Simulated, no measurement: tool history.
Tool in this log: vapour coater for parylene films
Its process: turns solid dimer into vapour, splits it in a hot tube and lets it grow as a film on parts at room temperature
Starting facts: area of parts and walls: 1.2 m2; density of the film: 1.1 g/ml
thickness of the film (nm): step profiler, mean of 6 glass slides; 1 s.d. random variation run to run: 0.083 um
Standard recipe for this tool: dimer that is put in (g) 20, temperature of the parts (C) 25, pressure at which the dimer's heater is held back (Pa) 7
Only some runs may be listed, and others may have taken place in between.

run	hour	dimer that is put in (g)	temperature of the parts (C)	pressure at which the dimer's heater is held back (Pa)	thickness of the film (nm)
1	0	20	25	7	9530
2	19.2	20	25	8.72	9030
3	37.7	20	25	8.72	9040
4	59.5	20	25	8.72	8960
5	75.8	20	25	7	9260
6	90	20	25	7	9400
7	111.6	20	35	7	6840
8	131.8	20	21	7	10810
9	150.8	20	21	7	10700
10	167	20	21	3.27	12950
11	183.7	17	25	7	7890
12	198.2	17	25	7	8100
13	210.9	17	25	7	7930
# hour 215.8: trap's valve overhauled
14	230.9	20	24	7	9460
15	242.4	20	30	4.36	8650
16	257.4	20	30	4.36	8540
17	279.2	20	30	4.36	8470
18	297.1	11	25	4.64	5380
19	307.8	11	25	4.64	5430
20	324	11	25	4.64	5370
# hour 329.3: trap's valve overhauled, once more
21	339.6	29	21	4.53	18180
22	359.2	14	26	10.34	6170
23	370.1	14	26	10.34	6150
24	387.7	14	26	10.34	6040

A few steps of thickness of the film (nm) between consecutive runs. Split each: what settings, incoming material and random variation would produce without the hidden state, and what is left over for the hidden state, along with gauge scatter present in only one of the two compared results (measured, and without hidden state):
The hidden state here: vapour lost through the trap's worn valve, %; true temperature of the parts over the reading, C; drift of the gauge itself on film_um, %.
Run 13 -> 14: dimer that is put in (g) 17 -> 20, temperature of the parts (C) 25 -> 24, trap's valve overhauled. thickness of the film (nm) +1530: hidden state -430, all else +1960.
Run 20 -> 21: dimer that is put in (g) 11 -> 29, temperature of the parts (C) 25 -> 21, pressure at which the dimer's heater is held back (Pa) 4.64 -> 4.53, trap's valve overhauled, once more. thickness of the film (nm) +12810: hidden state +390, all else +12420.
Run 21 -> 22: dimer that is put in (g) 29 -> 14, temperature of the parts (C) 21 -> 26, pressure at which the dimer's heater is held back (Pa) 4.53 -> 10.34. thickness of the film (nm) -12010: hidden state +170, all else -12180.
